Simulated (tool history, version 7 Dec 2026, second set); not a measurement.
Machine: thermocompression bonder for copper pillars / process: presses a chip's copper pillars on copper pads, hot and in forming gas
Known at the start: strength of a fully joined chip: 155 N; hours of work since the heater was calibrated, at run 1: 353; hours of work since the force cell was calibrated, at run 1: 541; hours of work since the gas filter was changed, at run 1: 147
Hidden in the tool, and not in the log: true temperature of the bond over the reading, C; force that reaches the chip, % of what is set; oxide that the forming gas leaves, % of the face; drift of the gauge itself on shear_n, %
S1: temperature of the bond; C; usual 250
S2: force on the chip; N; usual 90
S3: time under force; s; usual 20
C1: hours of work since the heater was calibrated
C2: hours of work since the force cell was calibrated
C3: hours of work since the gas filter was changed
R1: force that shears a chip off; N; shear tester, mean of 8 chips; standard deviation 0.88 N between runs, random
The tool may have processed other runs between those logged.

run 1 hour=0.0 | S1=250 S2=90 S3=20 | C1=353 C2=541 C3=147 | R1=95.0
run 2 hour=13.7 | S1=250 S2=115 S3=20 | C1=362 C2=550 C3=156 | R1=113.7
run 3 hour=23.8 | S1=250 S2=115 S3=20 | C1=369 C2=558 C3=163 | R1=112.4
run 4 hour=35.8 | S1=264 S2=90 S3=20 | C1=378 C2=566 C3=172 | R1=112.4
run 5 hour=45.6 | S1=264 S2=90 S3=20 | C1=385 C2=573 C3=179 | R1=112.5
run 6 hour=53.9 | S1=250 S2=90 S3=20 | C1=391 C2=579 C3=185 | R1=94.5
run 7 hour=70.1 | S1=250 S2=90 S3=20 | C1=402 C2=590 C3=196 | R1=93.8
run 8 hour=87.4 | S1=250 S2=90 S3=20 | C1=414 C2=603 C3=208 | R1=94.8
run 9 hour=103.8 | S1=250 S2=90 S3=20 | C1=426 C2=614 C3=220 | R1=93.5
run 10 hour=122.3 | S1=250 S2=90 S3=20 | C1=439 C2=627 C3=233 | R1=95.2
run 11 hour=134.5 | S1=250 S2=90 S3=20 | C1=448 C2=636 C3=242 | R1=95.1
run 12 hour=146.7 | S1=250 S2=90 S3=20 | C1=456 C2=644 C3=250 | R1=94.8
run 13 hour=155.5 | S1=250 S2=90 S3=20 | C1=463 C2=651 C3=257 | R1=96.0
run 14 hour=164.3 | S1=250 S2=85 S3=20 | C1=469 C2=657 C3=263 | R1=91.3
run 15 hour=180.4 | S1=250 S2=85 S3=14 | C1=480 C2=668 C3=274 | R1=80.3
run 16 hour=192.4 | S1=250 S2=90 S3=20 | C1=489 C2=677 C3=283 | R1=95.7
run 17 hour=202.2 | S1=250 S2=90 S3=20 | C1=496 C2=684 C3=289 | R1=94.5
run 18 hour=217.9 | S1=250 S2=90 S3=21 | C1=507 C2=695 C3=301 | R1=95.8
run 19 hour=237.0 | S1=239 S2=90 S3=20 | C1=520 C2=708 C3=314 | R1=80.8
run 20 hour=249.1 | S1=250 S2=90 S3=20 | C1=529 C2=717 C3=323 | R1=94.7
run 21 hour=263.4 | S1=250 S2=56 S3=20 | C1=539 C2=727 C3=333 | R1=63.4
-- hour=281.6 force cell calibrated
run 22 hour=282.5 | S1=250 S2=56 S3=20 | C1=551 C2=1 C3=345 | R1=61.4
run 23 hour=300.8 | S1=259 S2=68 S3=14 | C1=564 C2=14 C3=358 | R1=75.6
run 24 hour=311.0 | S1=231 S2=91 S3=16 | C1=571 C2=21 C3=365 | R1=66.2
-- hour=314.2 forming gas filter changed
run 25 hour=329.9 | S1=250 S2=70 S3=42 | C1=584 C2=34 C3=11 | R1=96.5
run 26 hour=347.1 | S1=250 S2=70 S3=42 | C1=597 C2=46 C3=23 | R1=96.3
run 27 hour=365.9 | S1=264 S2=74 S3=25 | C1=610 C2=59 C3=37 | R1=105.8
run 28 hour=380.9 | S1=268 S2=95 S3=59 | C1=621 C2=70 C3=47 | R1=143.1
run 29 hour=399.4 | S1=258 S2=77 S3=17 | C1=634 C2=83 C3=60 | R1=90.3
run 30 hour=418.1 | S1=268 S2=90 S3=20 | C1=647 C2=96 C3=73 | R1=116.1
run 31 hour=430.7 | S1=274 S2=56 S3=12 | C1=656 C2=105 C3=82 | R1=75.0
run 32 hour=443.8 | S1=243 S2=69 S3=21 | C1=665 C2=114 C3=92 | R1=68.4
run 33 hour=454.6 | S1=260 S2=108 S3=10 | C1=673 C2=122 C3=99 | R1=100.0
run 34 hour=473.9 | S1=239 S2=84 S3=20 | C1=686 C2=136 C3=113 | R1=76.0
run 35 hour=488.4 | S1=239 S2=84 S3=20 | C1=697 C2=146 C3=123 | R1=76.3
run 36 hour=497.8 | S1=239 S2=84 S3=20 | C1=703 C2=153 C3=130 | R1=75.6
run 37 hour=507.6 | S1=250 S2=93 S3=20 | C1=710 C2=159 C3=137 | R1=96.4
run 38 hour=515.8 | S1=276 S2=78 S3=52 | C1=716 C2=165 C3=143 | R1=138.4
run 39 hour=525.7 | S1=276 S2=78 S3=52 | C1=723 C2=172 C3=150 | R1=137.5

Branching from run 39: 3 alternative next runs. What would each branch give?
run A hour=544.7 | S1=261 S2=78 S3=52 | C1=736 C2=186 C3=163 | R1=?
run B hour=544.7 | S1=237 S2=80 S3=12 | C1=736 C2=186 C3=163 | R1=?
run C hour=544.7 | S1=258 S2=117 S3=30 | C1=736 C2=186 C3=163 | R1=?

run=A R1=123.3
run=B R1=56.0
run=C R1=133.7
The same runs, with their run-to-run variation unchanged, on a tool lacking any hidden condition would have given:
run=A R1=123.7
run=B R1=56.4
run=C R1=134.1
